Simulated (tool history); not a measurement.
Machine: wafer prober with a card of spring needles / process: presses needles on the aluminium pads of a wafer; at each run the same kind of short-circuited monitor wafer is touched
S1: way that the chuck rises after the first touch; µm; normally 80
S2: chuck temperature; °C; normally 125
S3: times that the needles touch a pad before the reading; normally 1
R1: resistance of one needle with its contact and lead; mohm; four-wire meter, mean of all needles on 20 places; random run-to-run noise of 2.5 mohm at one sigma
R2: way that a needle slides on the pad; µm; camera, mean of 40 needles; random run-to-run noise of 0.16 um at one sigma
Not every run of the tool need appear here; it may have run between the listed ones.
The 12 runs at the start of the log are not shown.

run	day	S1	S2	S3	R1	R2
# day 3.325: tips cleaned on abrasive film
13	3.488	80	125	1	377	20.15
14	3.662	80	125	1	416	20.13
# day 3.867: tips cleaned on abrasive film
15	3.992	80	30	1	343	20.12
16	4.179	80	125	2	363	20.09
# day 4.388: tips cleaned on abrasive film
17	4.458	80	125	2	314	20.03
18	4.725	79	125	1	419	20.11
# day 4.912: tips cleaned on abrasive film
19	5.075	80	30	3	290	20.09
20	5.279	80	111	3	334	20.17
# day 5.442: tips cleaned on abrasive film
21	5.592	97	32	3	279	24.49
22	5.825	97	32	3	298	24.42

Estimate the outcome of run 23 from the log above:
# day 5.975: tips cleaned on abrasive film
23	6.033	65	25	1	?	?

R1: 329 mohm
R2: 16.38 µm
Take away the tool's hidden state, keep the run-to-run variation as it was, and the same run would have given R1 259 mohm, R2 16.72 µm.
